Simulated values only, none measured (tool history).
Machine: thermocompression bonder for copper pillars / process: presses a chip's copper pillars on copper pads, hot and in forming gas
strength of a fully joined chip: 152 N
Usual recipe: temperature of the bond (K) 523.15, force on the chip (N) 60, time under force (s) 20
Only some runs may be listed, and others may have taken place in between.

run,hour,temperature of the bond (K),force on the chip (N),time under force (s),force that shears a chip off (N)
1,0.0,523.15,60,20,51.6
# hour 47.0: forming gas filter changed
2,66.2,523.15,60,20,52.4
3,128.4,523.15,39,20,35.4
4,159.5,523.15,39,20,35.3
5,212.6,523.15,39,20,35.5
6,266.0,523.15,74,20,63.6
7,296.9,523.15,82,20,68.2
8,339.6,523.15,82,20,67.9
9,383.5,507.15,60,20,42.7
10,428.8,523.15,89,20,73.8
# hour 459.2: forming gas filter changed
11,466.1,523.15,60,20,53.4
12,507.8,523.15,64,20,57.0
13,542.7,523.15,64,20,57.1
14,579.3,523.15,64,20,56.4
15,619.7,523.15,60,20,52.8
16,673.0,523.15,60,20,51.6
17,732.5,523.15,60,20,52.6
18,797.7,523.15,60,20,51.6
19,827.9,523.15,60,20,52.3
# hour 872.7: forming gas filter changed
20,890.6,523.15,60,20,54.3
21,949.5,523.15,60,43,72.0
22,1011.1,536.15,89,34,99.2
# hour 1017.0: force cell calibrated
23,1053.6,536.15,89,24,91.4
24,1087.6,536.15,89,24,91.3
# hour 1115.4: force cell calibrated, once more
25,1149.3,545.15,67,14,60.9
26,1200.7,545.15,57,14,52.5
27,1235.6,545.15,43,38,60.5
28,1269.8,545.15,43,38,61.0
# hour 1292.3: forming gas filter changed
29,1319.8,504.15,60,51,58.8
30,1362.5,504.15,60,51,58.5
31,1428.2,523.15,43,20,37.0
32,1468.7,523.15,43,20,36.9
33,1532.8,537.15,70,30,78.7
34,1577.2,537.15,52,30,61.8
35,1642.1,537.15,52,30,60.9
36,1697.5,537.15,52,30,60.2
# hour 1706.0: forming gas filter changed
37,1748.6,537.15,52,11,41.1
38,1777.1,523.15,40,20,34.6
39,1829.5,502.15,59,20,39.1
40,1865.5,546.15,39,25,49.5

What if the next run were any one of these 3? Each begins from the tool's condition after run 40:
A,1893.6,517.15,51,21,?
B,1893.6,546.15,70,25,?
C,1893.6,543.15,52,23,?

run,force that shears a chip off (N)
A,41.2
B,80.4
C,60.0
Had the tool no hidden state, the same runs would have come out as:
run,force that shears a chip off (N)
A,43.7
B,84.1
C,63.0
